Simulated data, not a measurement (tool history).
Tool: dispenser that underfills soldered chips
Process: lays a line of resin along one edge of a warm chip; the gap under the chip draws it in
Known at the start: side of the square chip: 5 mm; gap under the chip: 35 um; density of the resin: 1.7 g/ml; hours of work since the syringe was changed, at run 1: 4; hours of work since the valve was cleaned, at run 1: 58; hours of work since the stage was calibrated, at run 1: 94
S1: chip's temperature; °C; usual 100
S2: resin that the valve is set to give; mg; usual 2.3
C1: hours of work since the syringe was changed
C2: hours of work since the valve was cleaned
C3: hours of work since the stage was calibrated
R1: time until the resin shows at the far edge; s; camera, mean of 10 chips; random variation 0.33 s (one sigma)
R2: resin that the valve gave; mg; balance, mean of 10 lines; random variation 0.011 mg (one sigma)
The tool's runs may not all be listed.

run    day   S1    S2  C1  C2   C3    R1    R2
  1      0  100   2.3   4  58   94  17.1   2.2
  2  0.154  100   2.3   6  60   96  19.9  2.18
  3  0.275  100   2.4   8  62   98  21.3  2.29
     0.308  -- new syringe of resin
  4    0.5  100   2.4   3  66  101  16.6  2.28
     0.746  -- dispensing valve cleaned and set on the balance
  5  0.775  100   2.4   6   0  105  19.9  2.41
     0.912  -- new syringe of resin
  6  1.038  100   2.4   2   4  109    15  2.38
  7  1.188   90  2.81   4   7  111  24.3   2.8

Run 8 comes next. What will it give?
  8  1.388  90  2.81   7  10  114   ?   ?

{"run 8": {"R1": 28.2, "R2": 2.8}}
Without the tool's hidden state the same run would have given R1 19.5 s, R2 2.82 mg.

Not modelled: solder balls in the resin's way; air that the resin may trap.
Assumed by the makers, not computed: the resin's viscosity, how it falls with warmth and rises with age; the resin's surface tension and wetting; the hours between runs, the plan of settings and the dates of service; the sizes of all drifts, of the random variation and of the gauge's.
